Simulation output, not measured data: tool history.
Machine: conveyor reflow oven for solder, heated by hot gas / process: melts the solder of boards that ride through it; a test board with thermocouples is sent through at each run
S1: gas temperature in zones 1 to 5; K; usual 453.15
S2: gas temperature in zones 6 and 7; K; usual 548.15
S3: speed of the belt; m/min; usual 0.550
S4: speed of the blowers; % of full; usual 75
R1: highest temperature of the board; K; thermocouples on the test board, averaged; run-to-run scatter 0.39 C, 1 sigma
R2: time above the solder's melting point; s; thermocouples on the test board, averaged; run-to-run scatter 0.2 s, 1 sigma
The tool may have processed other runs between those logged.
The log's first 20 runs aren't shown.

run,hour,S1,S2,S3,S4,R1,R2
21,580.1,449.15,548.15,0.550,75,534.35,73.2
22,610.3,449.15,550.15,0.550,75,535.65,74.0
23,628.8,459.15,548.15,0.561,75,534.75,75.9
24,654.0,458.15,552.15,0.550,81,539.55,80.3
25,674.8,455.15,559.15,0.550,81,545.15,81.4
26,701.6,455.15,551.15,0.552,76,537.05,77.3
27,723.6,455.15,551.15,0.552,76,536.55,77.1
28,743.2,462.15,544.15,0.591,65,528.65,69.5
29,771.7,462.15,544.15,0.496,53,530.95,85.8
30,789.3,453.15,548.15,0.480,57,535.15,86.8

Branching from run 30: 3 alternative next runs. What would each branch give?
A,820.8,453.15,548.15,0.602,75,?,?
B,820.8,453.15,548.15,0.550,62,?,?
C,820.8,453.15,548.15,0.601,75,?,?

run,R1,R2
A,531.15,66.2
B,531.75,73.1
C,531.35,66.4
With no hidden state in the tool, these same runs would have given:
run,R1,R2
A,534.85,68.2
B,535.25,75.1
C,535.15,68.5
